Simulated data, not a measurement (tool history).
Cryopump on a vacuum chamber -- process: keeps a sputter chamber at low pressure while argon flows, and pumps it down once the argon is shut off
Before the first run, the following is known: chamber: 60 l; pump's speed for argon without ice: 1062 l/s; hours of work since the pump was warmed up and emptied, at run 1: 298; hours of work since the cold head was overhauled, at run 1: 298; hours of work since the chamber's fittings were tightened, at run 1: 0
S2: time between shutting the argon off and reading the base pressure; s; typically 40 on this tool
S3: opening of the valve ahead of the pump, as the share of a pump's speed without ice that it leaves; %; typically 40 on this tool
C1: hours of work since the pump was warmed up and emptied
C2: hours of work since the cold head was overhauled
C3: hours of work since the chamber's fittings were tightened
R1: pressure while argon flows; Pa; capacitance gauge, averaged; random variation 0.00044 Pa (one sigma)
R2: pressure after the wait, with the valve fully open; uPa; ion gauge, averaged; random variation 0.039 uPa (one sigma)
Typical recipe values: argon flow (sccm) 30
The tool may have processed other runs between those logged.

run 1 day=0.000 | argon_flow_(sccm)=30 S2=40 S3=40 | C1=298 C2=298 C3=0 | R1=0.1219 R2=2.22
run 2 day=0.958 | argon_flow_(sccm)=30 S2=40 S3=40 | C1=311 C2=311 C3=13 | R1=0.1224 R2=2.30
run 3 day=1.950 | argon_flow_(sccm)=30 S2=40 S3=40 | C1=324 C2=324 C3=27 | R1=0.1222 R2=2.27
run 4 day=3.121 | argon_flow_(sccm)=30 S2=40 S3=40 | C1=340 C2=340 C3=43 | R1=0.1220 R2=2.32
run 5 day=4.288 | argon_flow_(sccm)=30 S2=40 S3=40 | C1=357 C2=357 C3=59 | R1=0.1216 R2=2.31
run 6 day=4.883 | argon_flow_(sccm)=30 S2=40 S3=40 | C1=365 C2=365 C3=67 | R1=0.1229 R2=2.33
run 7 day=6.125 | argon_flow_(sccm)=30 S2=40 S3=17 | C1=382 C2=382 C3=84 | R1=0.2844 R2=2.33
run 8 day=6.688 | argon_flow_(sccm)=30 S2=40 S3=17 | C1=390 C2=390 C3=92 | R1=0.2838 R2=2.33
run 9 day=7.488 | argon_flow_(sccm)=30 S2=40 S3=17 | C1=401 C2=401 C3=103 | R1=0.2843 R2=2.37
run 10 day=8.654 | argon_flow_(sccm)=30 S2=40 S3=17 | C1=417 C2=417 C3=119 | R1=0.2831 R2=2.38
run 11 day=9.696 | argon_flow_(sccm)=30 S2=40 S3=17 | C1=431 C2=431 C3=133 | R1=0.2859 R2=2.33
run 12 day=10.833 | argon_flow_(sccm)=30 S2=40 S3=17 | C1=447 C2=447 C3=149 | R1=0.2845 R2=2.38
run 13 day=12.079 | argon_flow_(sccm)=30 S2=40 S3=17 | C1=464 C2=464 C3=166 | R1=0.2838 R2=2.43
run 14 day=12.875 | argon_flow_(sccm)=30 S2=40 S3=17 | C1=475 C2=475 C3=177 | R1=0.2834 R2=2.41
run 15 day=13.988 | argon_flow_(sccm)=30 S2=40 S3=17 | C1=490 C2=490 C3=192 | R1=0.2857 R2=2.44
run 16 day=14.983 | argon_flow_(sccm)=30 S2=40 S3=17 | C1=504 C2=504 C3=206 | R1=0.2855 R2=2.50
run 17 day=15.883 | argon_flow_(sccm)=30 S2=40 S3=17 | C1=516 C2=516 C3=218 | R1=0.2849 R2=2.53
run 18 day=16.492 | argon_flow_(sccm)=29 S2=40 S3=32 | C1=524 C2=524 C3=227 | R1=0.1490 R2=2.47
run 19 day=17.283 | argon_flow_(sccm)=29 S2=40 S3=32 | C1=535 C2=535 C3=238 | R1=0.1487 R2=2.53
run 20 day=18.162 | argon_flow_(sccm)=54 S2=29 S3=32 | C1=547 C2=547 C3=250 | R1=0.2765 R2=3.25

For run 21, what comes out?
run 21 day=19.371 | argon_flow_(sccm)=17 S2=38 S3=16 | C1=564 C2=564 C3=266 | R1=? R2=?

{"run 21": {"R1": 0.1712, "R2": 2.69}}
If the tool had no hidden condition, the same run with the same run-to-run variation would have returned R1 0.1686 Pa, R2 2.35 uPa.
